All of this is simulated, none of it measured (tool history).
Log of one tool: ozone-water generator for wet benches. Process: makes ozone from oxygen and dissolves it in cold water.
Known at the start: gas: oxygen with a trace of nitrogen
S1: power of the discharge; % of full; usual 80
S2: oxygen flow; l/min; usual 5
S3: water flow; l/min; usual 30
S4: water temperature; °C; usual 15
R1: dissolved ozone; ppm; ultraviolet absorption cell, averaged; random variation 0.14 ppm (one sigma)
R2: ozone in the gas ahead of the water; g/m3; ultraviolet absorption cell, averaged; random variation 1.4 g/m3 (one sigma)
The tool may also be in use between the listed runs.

{"run": 1, "hour": 0.0, "S1": 80, "S2": 5, "S3": 30, "S4": 15, "R1": 16.1, "R2": 248}
{"run": 2, "hour": 90.1, "S1": 80, "S2": 8.32, "S3": 30, "S4": 15, "R1": 18.4, "R2": 204.9}
{"run": 3, "hour": 170.7, "S1": 80, "S2": 6.55, "S3": 30, "S4": 15, "R1": 17.7, "R2": 221}
{"run": 4, "hour": 273.0, "S1": 80, "S2": 6.55, "S3": 30, "S4": 15, "R1": 17.4, "R2": 224.3}
{"run": 5, "hour": 330.1, "S1": 80, "S2": 5, "S3": 30, "S4": 15, "R1": 16.2, "R2": 245}
{"run": 6, "hour": 400.8, "S1": 80, "S2": 5, "S3": 30, "S4": 15, "R1": 16, "R2": 246.5}
{"run": 7, "hour": 448.4, "S1": 80, "S2": 5, "S3": 30, "S4": 15, "R1": 16.1, "R2": 244.9}
{"run": 8, "hour": 522.2, "S1": 80, "S2": 4.6, "S3": 30, "S4": 15, "R1": 15.6, "R2": 254.4}
{"run": 9, "hour": 622.0, "S1": 80, "S2": 4.6, "S3": 30, "S4": 15, "R1": 15.6, "R2": 251.2}
{"run": 10, "hour": 710.1, "S1": 80, "S2": 5, "S3": 30, "S4": 15, "R1": 16, "R2": 245.8}
{"run": 11, "hour": 803.2, "S1": 80, "S2": 5, "S3": 30, "S4": 15, "R1": 16, "R2": 245.1}
{"run": 12, "hour": 849.8, "S1": 80, "S2": 5, "S3": 30, "S4": 15, "R1": 16, "R2": 243}
{"run": 13, "hour": 932.7, "S1": 80, "S2": 5, "S3": 30, "S4": 15, "R1": 15.8, "R2": 242.8}
{"run": 14, "hour": 1000.5, "S1": 80, "S2": 5, "S3": 30, "S4": 15, "R1": 15.8, "R2": 243.6}
{"run": 15, "hour": 1043.1, "S1": 80, "S2": 5, "S3": 30, "S4": 15, "R1": 16, "R2": 242}
{"run": 16, "hour": 1126.6, "S1": 80, "S2": 5, "S3": 30, "S4": 15, "R1": 16, "R2": 246.7}
{"run": 17, "hour": 1172.5, "S1": 47, "S2": 3.09, "S3": 31, "S4": 10, "R1": 9, "R2": 193.4}
{"run": 18, "hour": 1238.3, "S1": 47, "S2": 3.09, "S3": 31, "S4": 10, "R1": 8.8, "R2": 193.3}
{"run": 19, "hour": 1287.0, "S1": 47, "S2": 3.09, "S3": 31, "S4": 10, "R1": 8.7, "R2": 194.4}
{"run": 20, "hour": 1360.3, "S1": 77, "S2": 3.57, "S3": 23, "S4": 12, "R1": 19.1, "R2": 266.6}
{"run": 21, "hour": 1432.1, "S1": 77, "S2": 3.57, "S3": 23, "S4": 12, "R1": 18.6, "R2": 264.9}
{"run": 22, "hour": 1477.7, "S1": 77, "S2": 3.57, "S3": 23, "S4": 12, "R1": 18.9, "R2": 265.7}
{"run": 23, "hour": 1567.0, "S1": 51, "S2": 5, "S3": 30, "S4": 22, "R1": 10.4, "R2": 172.7}
{"run": 24, "hour": 1671.0, "S1": 51, "S2": 5, "S3": 30, "S4": 22, "R1": 10.4, "R2": 171.4}
{"run": 25, "hour": 1775.8, "S1": 51, "S2": 5, "S3": 30, "S4": 22, "R1": 10.4, "R2": 172.7}
{"run": 26, "hour": 1825.0, "S1": 51, "S2": 5, "S3": 30, "S4": 22, "R1": 10.4, "R2": 172.5}
{"run": 27, "hour": 1922.4, "S1": 51, "S2": 5, "S3": 30, "S4": 22, "R1": 10.4, "R2": 172}
{"run": 28, "hour": 1993.6, "S1": 51, "S2": 5, "S3": 30, "S4": 22, "R1": 10.6, "R2": 170.3}
{"run": 29, "hour": 2071.9, "S1": 60, "S2": 2.81, "S3": 44, "S4": 12, "R1": 6.6, "R2": 239.4}
{"run": 30, "hour": 2125.4, "S1": 60, "S2": 2.81, "S3": 44, "S4": 12, "R1": 6.3, "R2": 238.3}
{"run": 31, "hour": 2177.1, "S1": 60, "S2": 2.81, "S3": 44, "S4": 12, "R1": 6.1, "R2": 242.1}
{"run": 32, "hour": 2278.2, "S1": 92, "S2": 2.81, "S3": 23, "S4": 12, "R1": 19.8, "R2": 325.6}

Hidden state or all else? Some run-to-run changes of R1, split into what the settings, what came in and random variation would give without the hidden state, and what is left for the hidden state (with any gauge scatter that isn't in both results):
The hidden state here: yield of the discharge, % of new electrodes'; contactor's efficiency, % of a clean one's; true water temperature over the reading, C; drift of the gauge itself on ozone_ppm, %; drift of the gauge itself on gas_g_m3, %.
Run 19 -> 20: S1 47 -> 77, S2 3.09 -> 3.57, S3 31 -> 23, S4 10 -> 12. R1 +10.4 ppm: hidden state -0.9, all else +11.3.
Run 22 -> 23: S1 77 -> 51, S2 3.57 -> 5, S3 23 -> 30, S4 12 -> 22. R1 -8.5 ppm: hidden state +0.8, all else -9.3.
Run 31 -> 32: S1 60 -> 92, S3 44 -> 23. R1 +13.7 ppm: hidden state -1.6, all else +15.3.
